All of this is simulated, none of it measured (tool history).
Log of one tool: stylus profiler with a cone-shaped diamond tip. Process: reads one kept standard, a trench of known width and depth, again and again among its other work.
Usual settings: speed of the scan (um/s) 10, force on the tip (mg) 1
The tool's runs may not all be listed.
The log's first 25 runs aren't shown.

run    hour  speed of the scan (um/s)  force on the tip (mg)  scans with this tip  hours of work since the height scale was calibrated  depth of the trench (angstrom)  width of the trench's floor (um)
 26  1062.2                         4                   2.06                 9280                                                 1603                         10094.9                             14.19
 27  1118.1                         8                   0.55                 9535                                                 1647                         10060.4                             14.06
 28  1157.3                         8                   0.55                 9713                                                 1678                         10060.6                             13.99
 29  1200.8                        36                   0.66                 9911                                                 1712                         10067.3                              13.7
 30  1251.2                        36                   0.66                10140                                                 1752                         10066.1                             13.72
 31    1308                         8                   0.65                10398                                                 1797                         10068.4                             13.95
 32  1355.9                        38                   2.02                10616                                                 1834                         10102.2                             13.79
 33    1412                        38                   2.02                10871                                                 1878                         10101.5                             13.75
 34  1440.4                        25                   2.72                11000                                                 1900                         10115.7                             13.82
 35  1471.7                        25                   2.72                11142                                                 1925                         10120.4                             13.72
 36  1511.5                         4                   1.68                11323                                                 1956                           10097                             13.83
 37  1557.5                         9                   1.38                11532                                                 1992                           10087                             13.77
 38    1604                         9                   1.38                11744                                                 2029                         10093.7                             13.66
 39  1654.2                         9                   1.38                11972                                                 2068                         10092.3                             13.67
 40  1684.3                        23                   2.57                12109                                                 2092                         10114.6                             13.59

Run 41 comes next. What will it give?
 41  1722.3                        23                   2.57                12282                                                 2122                               ?                                 ?

depth of the trench (angstrom): 10116.1
width of the trench's floor (um): 13.6
Without the tool's hidden state the same run would have given depth of the trench (angstrom) 10069.8, width of the trench's floor (um) 15.92.
